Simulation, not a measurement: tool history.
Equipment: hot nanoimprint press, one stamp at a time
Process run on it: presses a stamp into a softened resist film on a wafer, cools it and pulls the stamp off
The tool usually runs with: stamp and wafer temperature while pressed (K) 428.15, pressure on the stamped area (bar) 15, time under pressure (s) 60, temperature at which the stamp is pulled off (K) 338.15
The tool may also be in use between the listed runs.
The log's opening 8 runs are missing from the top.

run	day	stamp and wafer temperature while pressed (K)	pressure on the stamped area (bar)	time under pressure (s)	temperature at which the stamp is pulled off (K)	resist left under the stamp's widest pad (nm)	greatest force while the stamp is pulled off (N)
9	3.888	428.15	15	60	338.15	153.5	342
10	4.475	428.15	15	60	338.15	152.6	364
# day 4.638: plate thermocouple calibrated
11	4.892	423.15	15	60	338.15	176.8	336
12	5.567	428.15	15	60	338.15	129.6	340
13	6.067	428.15	15	60	338.15	131	340
14	6.642	428.15	15	60	338.15	130.7	350
15	7.129	428.15	15	60	338.15	129.9	349
16	7.45	428.15	10.2	59	338.15	157.3	354
17	7.738	428.15	10.2	59	338.15	157	356
18	8.4	428.15	15	33	327.15	165.7	416
19	9.033	431.15	21.1	42	337.15	106.9	375
20	9.321	439.15	21.1	84	337.15	45.3	370
21	9.879	419.15	21.1	84	337.15	188.2	372
# day 10.258: stamp cleaned and given a new release coat
22	10.488	426.15	15	34	329.15	187.6	277
23	11.092	426.15	15	34	329.15	188.7	270
24	11.412	421.15	15	83	328.15	187.2	282
25	11.704	421.15	22.3	69	328.15	174	277
26	12.05	428.15	9	60	326.15	166.8	279
27	12.604	428.15	9	60	326.15	168	284
28	12.892	429.15	11	36	323.15	175.4	304
29	13.383	419.15	21.2	45	331.15	228.8	281
30	13.8	419.15	9.8	46	345.15	281	227

Below are 4 alternative next runs, each starting from the tool's condition after run 30. Predict each:
A	14.121	425.15	20.2	60	338.15	?	?
B	14.121	419.15	9.3	46	345.15	?	?
C	14.121	424.15	15.3	46	345.15	?	?
D	14.121	428.15	15	60	326.15	?	?

run	resist left under the stamp's widest pad (nm)	greatest force while the stamp is pulled off (N)
A	147.3	252
B	279.6	229
C	192.5	228
D	134.9	311
With the hidden condition removed and each run's random variation left untouched, the same runs would have given:
run	resist left under the stamp's widest pad (nm)	greatest force while the stamp is pulled off (N)
A	139.9	231
B	273.9	210
C	184.7	209
D	128.7	286
